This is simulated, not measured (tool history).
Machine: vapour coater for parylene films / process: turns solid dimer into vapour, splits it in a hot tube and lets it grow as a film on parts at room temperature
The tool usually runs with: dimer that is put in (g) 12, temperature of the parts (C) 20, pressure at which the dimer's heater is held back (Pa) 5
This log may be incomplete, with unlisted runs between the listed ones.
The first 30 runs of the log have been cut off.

run    hour  dimer that is put in (g)  temperature of the parts (C)  pressure at which the dimer's heater is held back (Pa)  thickness of the film (µm)
 31  1150.7                        12                            22                                                     9.2                        4.09
 32  1197.6                        20                            21                                                    11.3                        6.88
 33  1222.2                         9                            18                                                    6.93                        3.85
 34  1268.1                         9                            21                                                    4.38                         3.7
 35    1290                         9                            21                                                    4.38                        3.64
 36    1329                         9                            21                                                    4.38                        3.65
 37  1375.7                        10                            29                                                     4.3                        2.81
 38  1408.7                        11                            24                                                    3.84                        3.97
 39  1457.6                        11                            24                                                    2.18                        4.36

Here are 5 independent what-if runs from the current tool condition. What would each one return?
  A  1508.5                        11                            15                                                    7.18                           ?
  B  1508.5                        21                            29                                                    8.84                           ?
  C  1508.5                        12                            20                                                    3.89                           ?
  D  1508.5                         8                            24                                                    2.18                           ?
  E  1508.5                        20                            21                                                    2.18                           ?

run  thickness of the film (µm)
  A                        5.08
  B                        5.08
  C                         5.1
  D                        3.16
  E                        9.05
With the hidden condition removed and each run's random variation left untouched, the same runs would have given:
run  thickness of the film (µm)
  A                        5.93
  B                        5.92
  C                        5.95
  D                        3.68
  E                       10.55
